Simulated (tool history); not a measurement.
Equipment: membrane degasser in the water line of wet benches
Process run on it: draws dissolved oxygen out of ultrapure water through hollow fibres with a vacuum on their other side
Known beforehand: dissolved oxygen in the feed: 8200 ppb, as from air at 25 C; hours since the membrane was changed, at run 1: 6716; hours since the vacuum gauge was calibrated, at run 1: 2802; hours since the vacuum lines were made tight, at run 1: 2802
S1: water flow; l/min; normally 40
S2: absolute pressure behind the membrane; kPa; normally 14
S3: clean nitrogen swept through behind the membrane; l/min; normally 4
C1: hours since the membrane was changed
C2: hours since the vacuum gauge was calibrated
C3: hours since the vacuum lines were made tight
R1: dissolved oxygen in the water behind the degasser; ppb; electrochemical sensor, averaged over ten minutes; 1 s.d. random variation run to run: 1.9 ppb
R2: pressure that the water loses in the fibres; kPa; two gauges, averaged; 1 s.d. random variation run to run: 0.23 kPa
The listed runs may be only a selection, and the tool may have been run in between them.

{"run": 1, "day": 0.0, "S1": 40, "S2": 14, "S3": 4, "C1": 6716, "C2": 2802, "C3": 2802, "R1": 300, "R2": 57.67}
{"run": 2, "day": 5.4, "S1": 40, "S2": 14, "S3": 4, "C1": 6846, "C2": 2932, "C3": 2932, "R1": 298.1, "R2": 57.98}
{"run": 3, "day": 11.825, "S1": 40, "S2": 14, "S3": 4, "C1": 7000, "C2": 3086, "C3": 3086, "R1": 300.4, "R2": 57.5}
{"run": 4, "day": 15.642, "S1": 40, "S2": 14, "S3": 6.04, "C1": 7092, "C2": 3178, "C3": 3178, "R1": 220, "R2": 57.85}
{"run": 5, "day": 19.921, "S1": 40, "S2": 14, "S3": 6.04, "C1": 7194, "C2": 3280, "C3": 3280, "R1": 219.6, "R2": 57.52}
{"run": 6, "day": 26.458, "S1": 40, "S2": 14, "S3": 6.04, "C1": 7351, "C2": 3437, "C3": 3437, "R1": 218.1, "R2": 57.51}
{"run": 7, "day": 29.642, "S1": 40, "S2": 14, "S3": 4, "C1": 7428, "C2": 3514, "C3": 3514, "R1": 297.5, "R2": 57.33}
{"run": 8, "day": 33.404, "S1": 40, "S2": 14, "S3": 4, "C1": 7518, "C2": 3604, "C3": 3604, "R1": 295.5, "R2": 57.39}
{"run": 9, "day": 38.254, "S1": 40, "S2": 14, "S3": 5.28, "C1": 7634, "C2": 3720, "C3": 3720, "R1": 243.7, "R2": 57.51}
{"run": 10, "day": 45.392, "S1": 40, "S2": 14, "S3": 5.28, "C1": 7806, "C2": 3892, "C3": 3892, "R1": 240, "R2": 57.51}
{"run": 11, "day": 52.025, "S1": 40, "S2": 33.2, "S3": 4, "C1": 7965, "C2": 4051, "C3": 4051, "R1": 702.2, "R2": 57.8}
{"run": 12, "day": 59.025, "S1": 34, "S2": 14, "S3": 4, "C1": 8133, "C2": 4219, "C3": 4219, "R1": 234.5, "R2": 48.47}
{"run": 13, "day": 64.875, "S1": 34, "S2": 14, "S3": 4, "C1": 8273, "C2": 4359, "C3": 4359, "R1": 237, "R2": 48.79}
{"run": 14, "day": 69.767, "S1": 34, "S2": 14, "S3": 4, "C1": 8391, "C2": 4477, "C3": 4477, "R1": 238.3, "R2": 48.44}
{"run": 15, "day": 73.529, "S1": 34, "S2": 14, "S3": 4, "C1": 8481, "C2": 4567, "C3": 4567, "R1": 236.3, "R2": 48.36}
{"run": 16, "day": 76.971, "S1": 34, "S2": 14, "S3": 4, "C1": 8564, "C2": 4650, "C3": 4650, "R1": 238.6, "R2": 48.63}
{"run": 17, "day": 81.533, "S1": 34, "S2": 22.2, "S3": 4, "C1": 8673, "C2": 4759, "C3": 4759, "R1": 393.8, "R2": 48.48}
{"run": 18, "day": 86.221, "S1": 36, "S2": 27.6, "S3": 2.03, "C1": 8786, "C2": 4872, "C3": 4872, "R1": 912.3, "R2": 51.38}
{"run": 19, "day": 93.054, "S1": 40, "S2": 14, "S3": 2.64, "C1": 8950, "C2": 5036, "C3": 5036, "R1": 411.2, "R2": 56.75}
{"run": 20, "day": 98.738, "S1": 40, "S2": 34.5, "S3": 4.47, "C1": 9086, "C2": 5172, "C3": 5172, "R1": 667.6, "R2": 57.11}
{"run": 21, "day": 103.704, "S1": 27, "S2": 14, "S3": 4.11, "C1": 9205, "C2": 5291, "C3": 5291, "R1": 175, "R2": 38.57}
{"run": 22, "day": 109.675, "S1": 45, "S2": 21.8, "S3": 3.57, "C1": 9348, "C2": 5435, "C3": 5435, "R1": 591.2, "R2": 63.97}
{"run": 23, "day": 115.883, "S1": 40, "S2": 14, "S3": 3.27, "C1": 9497, "C2": 5584, "C3": 5584, "R1": 345.7, "R2": 57.06}
{"run": 24, "day": 119.729, "S1": 40, "S2": 14, "S3": 3.27, "C1": 9590, "C2": 5676, "C3": 5676, "R1": 345.6, "R2": 56.61}
{"run": 25, "day": 124.567, "S1": 40, "S2": 14, "S3": 3.27, "C1": 9706, "C2": 5792, "C3": 5792, "R1": 347.8, "R2": 56.87}
{"run": 26, "day": 130.554, "S1": 40, "S2": 14, "S3": 8.73, "C1": 9850, "C2": 5936, "C3": 5936, "R1": 167.4, "R2": 56.4}
{"run": 27, "day": 134.204, "S1": 64, "S2": 9, "S3": 4, "C1": 9937, "C2": 6023, "C3": 6023, "R1": 463.1, "R2": 90.61}
{"run": 28, "day": 139.588, "S1": 50, "S2": 14, "S3": 4, "C1": 10066, "C2": 6152, "C3": 6152, "R1": 419.9, "R2": 70.76}
{"run": 29, "day": 145.525, "S1": 50, "S2": 14, "S3": 4, "C1": 10209, "C2": 6295, "C3": 6295, "R1": 415.4, "R2": 70.74}
{"day": 148.388, "done": "vacuum gauge calibrated"}
{"day": 150.621, "done": "seals of the vacuum lines changed"}
{"run": 30, "day": 150.875, "S1": 50, "S2": 14, "S3": 4, "C1": 10335, "C2": 58, "C3": 6, "R1": 415.5, "R2": 71.35}
{"run": 31, "day": 156.233, "S1": 50, "S2": 14, "S3": 4, "C1": 10463, "C2": 186, "C3": 135, "R1": 420.8, "R2": 70.76}

Below are 5 alternative next runs, each starting from the tool's condition after run 31. Predict each:
{"run": "A", "day": 162.171, "S1": 62, "S2": 9.9, "S3": 8.4, "C1": 10606, "C2": 329, "C3": 277, "R1": "?", "R2": "?"}
{"run": "B", "day": 162.171, "S1": 33, "S2": 14, "S3": 1.86, "C1": 10606, "C2": 329, "C3": 277, "R1": "?", "R2": "?"}
{"run": "C", "day": 162.171, "S1": 35, "S2": 27.6, "S3": 11.65, "C1": 10606, "C2": 329, "C3": 277, "R1": "?", "R2": "?"}
{"run": "D", "day": 162.171, "S1": 50, "S2": 23.5, "S3": 4.43, "C1": 10606, "C2": 329, "C3": 277, "R1": "?", "R2": "?"}
{"run": "E", "day": 162.171, "S1": 47, "S2": 14, "S3": 4.56, "C1": 10606, "C2": 329, "C3": 277, "R1": "?", "R2": "?"}

run=A R1=358.9 R2=87.19
run=B R1=434.3 R2=46.75
run=C R1=207.5 R2=49.65
run=D R1=617.4 R2=69.78
run=E R1=346.6 R2=66.15
Take away the tool's hidden state, keep each run's random variation, and the runs would have read:
run=A R1=358.2 R2=89.27
run=B R1=434.2 R2=47.86
run=C R1=207.4 R2=50.82
run=D R1=617.1 R2=71.44
run=E R1=346.2 R2=67.74
